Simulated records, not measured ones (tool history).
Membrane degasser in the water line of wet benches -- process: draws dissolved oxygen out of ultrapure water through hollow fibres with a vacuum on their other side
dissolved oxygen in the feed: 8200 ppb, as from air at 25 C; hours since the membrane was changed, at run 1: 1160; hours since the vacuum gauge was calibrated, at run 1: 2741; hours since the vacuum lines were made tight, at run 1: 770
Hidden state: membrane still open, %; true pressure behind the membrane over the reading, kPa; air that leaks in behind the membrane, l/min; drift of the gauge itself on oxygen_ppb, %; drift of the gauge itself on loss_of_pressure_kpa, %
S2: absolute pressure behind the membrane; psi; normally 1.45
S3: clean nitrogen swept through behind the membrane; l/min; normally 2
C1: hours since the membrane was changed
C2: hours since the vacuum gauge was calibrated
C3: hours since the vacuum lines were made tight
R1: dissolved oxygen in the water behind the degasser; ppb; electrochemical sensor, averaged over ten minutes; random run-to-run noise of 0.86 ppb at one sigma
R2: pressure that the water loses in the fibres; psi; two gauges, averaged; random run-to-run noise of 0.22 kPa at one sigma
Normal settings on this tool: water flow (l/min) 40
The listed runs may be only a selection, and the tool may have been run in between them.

run 1 hour=0 | water_flow_(l/min)=40 S2=1.45 S3=2 | C1=1160 C2=2741 C3=770 | R1=304.1 R2=7.952
run 2 hour=50.6 | water_flow_(l/min)=50 S2=1.45 S3=2 | C1=1210 C2=2792 C3=820 | R1=378.4 R2=9.867
run 3 hour=95.4 | water_flow_(l/min)=40 S2=1.1 S3=2 | C1=1255 C2=2837 C3=865 | R1=201.9 R2=7.873
run 4 hour=137.4 | water_flow_(l/min)=40 S2=1.1 S3=2 | C1=1297 C2=2879 C3=907 | R1=201.6 R2=7.873
run 5 hour=186.7 | water_flow_(l/min)=40 S2=1.1 S3=2 | C1=1346 C2=2928 C3=956 | R1=203.1 R2=7.881
run 6 hour=243.8 | water_flow_(l/min)=40 S2=1.1 S3=2 | C1=1403 C2=2985 C3=1013 | R1=202.7 R2=7.881
run 7 hour=303.1 | water_flow_(l/min)=40 S2=1.1 S3=2 | C1=1463 C2=3044 C3=1073 | R1=201.9 R2=7.833
run 8 hour=359.3 | water_flow_(l/min)=57 S2=1.45 S3=2 | C1=1519 C2=3101 C3=1129 | R1=431.7 R2=11.233
run 9 hour=435.3 | water_flow_(l/min)=57 S2=1.45 S3=2 | C1=1595 C2=3177 C3=1205 | R1=432.2 R2=11.226
run 10 hour=467.7 | water_flow_(l/min)=57 S2=1.45 S3=2 | C1=1627 C2=3209 C3=1237 | R1=432.6 R2=11.229
run 11 hour=524.7 | water_flow_(l/min)=40 S2=0.97 S3=2 | C1=1684 C2=3266 C3=1294 | R1=165 R2=7.938
run 12 hour=591.2 | water_flow_(l/min)=40 S2=0.97 S3=2 | C1=1751 C2=3332 C3=1361 | R1=165.4 R2=7.905
run 13 hour=668.5 | water_flow_(l/min)=40 S2=0.97 S3=2 | C1=1828 C2=3410 C3=1438 | R1=165 R2=7.922
run 14 hour=731.4 | water_flow_(l/min)=40 S2=1.45 S3=2 | C1=1891 C2=3473 C3=1501 | R1=304.9 R2=7.86
run 15 hour=771.1 | water_flow_(l/min)=40 S2=1.45 S3=2 | C1=1931 C2=3512 C3=1541 | R1=305.7 R2=7.86
-- hour=787.2 vacuum gauge calibrated
run 16 hour=803 | water_flow_(l/min)=40 S2=1.45 S3=2 | C1=1962 C2=16 C3=1572 | R1=302 R2=7.957
run 17 hour=836 | water_flow_(l/min)=40 S2=1.45 S3=2 | C1=1995 C2=49 C3=1605 | R1=302.3 R2=7.926
run 18 hour=881.1 | water_flow_(l/min)=36 S2=3.02 S3=2 | C1=2040 C2=94 C3=1650 | R1=666.6 R2=7.133
run 19 hour=920.2 | water_flow_(l/min)=40 S2=2.58 S3=0.99 | C1=2079 C2=133 C3=1689 | R1=1053.8 R2=7.889
run 20 hour=954.3 | water_flow_(l/min)=40 S2=2.58 S3=0.99 | C1=2113 C2=167 C3=1723 | R1=1070 R2=7.923
run 21 hour=1001.3 | water_flow_(l/min)=43 S2=2.25 S3=2 | C1=2160 C2=214 C3=1770 | R1=558.7 R2=8.467
run 22 hour=1077.4 | water_flow_(l/min)=54 S2=1.45 S3=5.67 | C1=2236 C2=290 C3=1846 | R1=179.7 R2=10.71
run 23 hour=1154.4 | water_flow_(l/min)=54 S2=1.45 S3=5.67 | C1=2313 C2=367 C3=1923 | R1=180.3 R2=10.717
run 24 hour=1187.5 | water_flow_(l/min)=54 S2=1.45 S3=2.99 | C1=2347 C2=400 C3=1957 | R1=299 R2=10.773
run 25 hour=1231.7 | water_flow_(l/min)=34 S2=1.45 S3=2.99 | C1=2391 C2=445 C3=2001 | R1=182.4 R2=6.727
run 26 hour=1293 | water_flow_(l/min)=40 S2=2.28 S3=2 | C1=2452 C2=506 C3=2062 | R1=532.7 R2=7.902
run 27 hour=1347 | water_flow_(l/min)=24 S2=2.58 S3=2 | C1=2506 C2=560 C3=2116 | R1=392 R2=4.743
run 28 hour=1397.9 | water_flow_(l/min)=24 S2=2.58 S3=2 | C1=2557 C2=611 C3=2167 | R1=392.8 R2=4.746
run 29 hour=1456.8 | water_flow_(l/min)=40 S2=2.13 S3=3.6 | C1=2616 C2=670 C3=2226 | R1=298.5 R2=7.925
run 30 hour=1512.1 | water_flow_(l/min)=33 S2=1.45 S3=2 | C1=2671 C2=725 C3=2281 | R1=253 R2=6.535
run 31 hour=1547.5 | water_flow_(l/min)=45 S2=2.48 S3=0.84 | C1=2707 C2=760 C3=2317 | R1=1253.1 R2=8.976
run 32 hour=1611 | water_flow_(l/min)=45 S2=2.48 S3=0.84 | C1=2770 C2=824 C3=2380 | R1=1249.3 R2=8.908

Consider 4 possible next runs. They are alternatives, not a sequence: every one starts from the tool as it was left by run 32. What does each give?
run A hour=1686.4 | water_flow_(l/min)=25 S2=2.25 S3=3.02 | C1=2845 C2=899 C3=2455 | R1=? R2=?
run B hour=1686.4 | water_flow_(l/min)=55 S2=1.45 S3=2.23 | C1=2845 C2=899 C3=2455 | R1=? R2=?
run C hour=1686.4 | water_flow_(l/min)=45 S2=1.67 S3=1.11 | C1=2845 C2=899 C3=2455 | R1=? R2=?
run D hour=1686.4 | water_flow_(l/min)=40 S2=1.61 S3=5.27 | C1=2845 C2=899 C3=2455 | R1=? R2=?

run=A R1=238.3 R2=4.947
run=B R1=383.7 R2=10.943
run=C R1=648.9 R2=8.913
run=D R1=150.7 R2=7.896
Stripped of hidden state, with their random variation kept, the same runs would have yielded:
run=A R1=236.6 R2=4.879
run=B R1=379.6 R2=10.795
run=C R1=645.5 R2=8.792
run=D R1=149 R2=7.789
